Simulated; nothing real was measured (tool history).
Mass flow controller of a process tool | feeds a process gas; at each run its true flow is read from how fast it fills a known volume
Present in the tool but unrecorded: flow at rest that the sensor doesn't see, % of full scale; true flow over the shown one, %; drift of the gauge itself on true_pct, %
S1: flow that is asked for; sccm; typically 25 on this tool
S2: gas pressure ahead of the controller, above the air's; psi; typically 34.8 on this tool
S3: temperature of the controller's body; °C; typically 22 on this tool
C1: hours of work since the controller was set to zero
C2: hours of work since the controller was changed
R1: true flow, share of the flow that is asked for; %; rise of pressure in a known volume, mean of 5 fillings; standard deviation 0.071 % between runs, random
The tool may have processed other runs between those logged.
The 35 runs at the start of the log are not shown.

{"run": 36, "hour": 10008.3, "S1": 9, "S2": 24.7, "S3": 32, "C1": 1475, "C2": 13203, "R1": 99.09}
{"run": 37, "hour": 10284.6, "S1": 25, "S2": 34.8, "S3": 20, "C1": 1679, "C2": 13407, "R1": 101.08}
{"run": 38, "hour": 10470.7, "S1": 25, "S2": 34.8, "S3": 20, "C1": 1816, "C2": 13544, "R1": 101.08}
{"run": 39, "hour": 10649.8, "S1": 35, "S2": 34.8, "S3": 30, "C1": 1948, "C2": 13676, "R1": 100.4}
{"run": 40, "hour": 10858.4, "S1": 35, "S2": 34.8, "S3": 30, "C1": 2102, "C2": 13830, "R1": 100.52}
{"run": 41, "hour": 11024.5, "S1": 8, "S2": 21.0, "S3": 21, "C1": 2225, "C2": 13952, "R1": 98.67}
{"run": 42, "hour": 11406.4, "S1": 25, "S2": 21.5, "S3": 22, "C1": 2506, "C2": 14234, "R1": 100.98}
{"run": 43, "hour": 11783.9, "S1": 25, "S2": 20.9, "S3": 22, "C1": 2784, "C2": 14512, "R1": 100.96}
{"run": 44, "hour": 12066.6, "S1": 38, "S2": 38.1, "S3": 24, "C1": 2993, "C2": 14720, "R1": 100.88}
{"run": 45, "hour": 12397.3, "S1": 38, "S2": 38.1, "S3": 24, "C1": 3237, "C2": 14964, "R1": 100.72}

3 options for the next run, each taken on its own from the tool as it stands now. Forecast them:
{"run": "A", "hour": 12782.5, "S1": 7, "S2": 27.4, "S3": 38, "C1": 3521, "C2": 15248, "R1": "?"}
{"run": "B", "hour": 12782.5, "S1": 40, "S2": 25.4, "S3": 32, "C1": 3521, "C2": 15248, "R1": "?"}
{"run": "C", "hour": 12782.5, "S1": 18, "S2": 35.4, "S3": 38, "C1": 3521, "C2": 15248, "R1": "?"}

run=A R1=94.60
run=B R1=100.54
run=C R1=98.12
With no hidden state in the tool, these same runs would have given:
run=A R1=98.49
run=B R1=99.41
run=C R1=98.29

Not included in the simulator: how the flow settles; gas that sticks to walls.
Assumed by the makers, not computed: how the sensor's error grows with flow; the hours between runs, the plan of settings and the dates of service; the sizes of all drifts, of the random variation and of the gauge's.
